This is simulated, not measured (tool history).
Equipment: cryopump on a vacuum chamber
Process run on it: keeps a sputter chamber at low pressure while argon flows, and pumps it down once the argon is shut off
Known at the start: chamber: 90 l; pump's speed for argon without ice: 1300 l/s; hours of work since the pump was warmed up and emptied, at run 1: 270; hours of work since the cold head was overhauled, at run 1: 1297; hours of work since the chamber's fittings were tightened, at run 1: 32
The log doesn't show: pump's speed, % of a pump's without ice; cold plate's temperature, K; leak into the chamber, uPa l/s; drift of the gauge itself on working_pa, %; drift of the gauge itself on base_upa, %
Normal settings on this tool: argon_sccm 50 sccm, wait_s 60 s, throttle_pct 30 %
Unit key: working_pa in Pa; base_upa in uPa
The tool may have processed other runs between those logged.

run,day,argon_sccm,wait_s,throttle_pct,hours of work since the pump was warmed up and emptied,hours of work since the cold head was overhauled,hours of work since the chamber's fittings were tightened,working_pa,base_upa
1,0.000,50,60,30,270,1297,32,0.2217,2.20
2,3.662,50,60,30,327,1354,88,0.2252,2.46
3,6.433,50,60,30,370,1397,131,0.2265,2.55
4,10.583,50,60,22,434,1461,196,0.3051,2.67
5,15.879,50,60,22,516,1543,277,0.3082,2.82
6,18.454,89,60,22,556,1583,317,0.5546,3.12
7,22.138,22,60,30,613,1640,374,0.1025,3.36
8,24.496,24,60,30,650,1676,411,0.1121,3.57
9,27.779,24,60,30,700,1727,462,0.1122,3.55
10,32.346,93,201,39,771,1798,532,0.3500,2.63
11,35.925,93,201,39,826,1853,588,0.3511,2.91
12,38.667,50,44,29,869,1896,630,0.2481,5.09
13,42.308,27,248,23,925,1952,687,0.1674,3.17
# day 43.846: pump warmed up, emptied and cooled again
14,46.350,25,60,17,39,2012,746,0.1914,4.00
15,48.650,25,82,56,74,2047,782,0.0587,3.52
16,52.146,25,82,56,128,2101,836,0.0601,3.91

Here are 4 independent what-if runs from the current tool condition. What would each one return?
A,54.408,60,37,56,163,2136,871,?,?
B,54.408,68,66,30,163,2136,871,?,?
C,54.408,85,69,35,163,2136,871,?,?
D,54.408,25,148,48,163,2136,871,?,?

run,working_pa,base_upa
A,0.1458,5.50
B,0.3017,4.21
C,0.3234,4.24
D,0.0695,3.29
Without the tool's unlogged condition, the same runs would have read:
run,working_pa,base_upa
A,0.1402,3.15
B,0.2954,1.84
C,0.3156,1.86
D,0.0672,0.96

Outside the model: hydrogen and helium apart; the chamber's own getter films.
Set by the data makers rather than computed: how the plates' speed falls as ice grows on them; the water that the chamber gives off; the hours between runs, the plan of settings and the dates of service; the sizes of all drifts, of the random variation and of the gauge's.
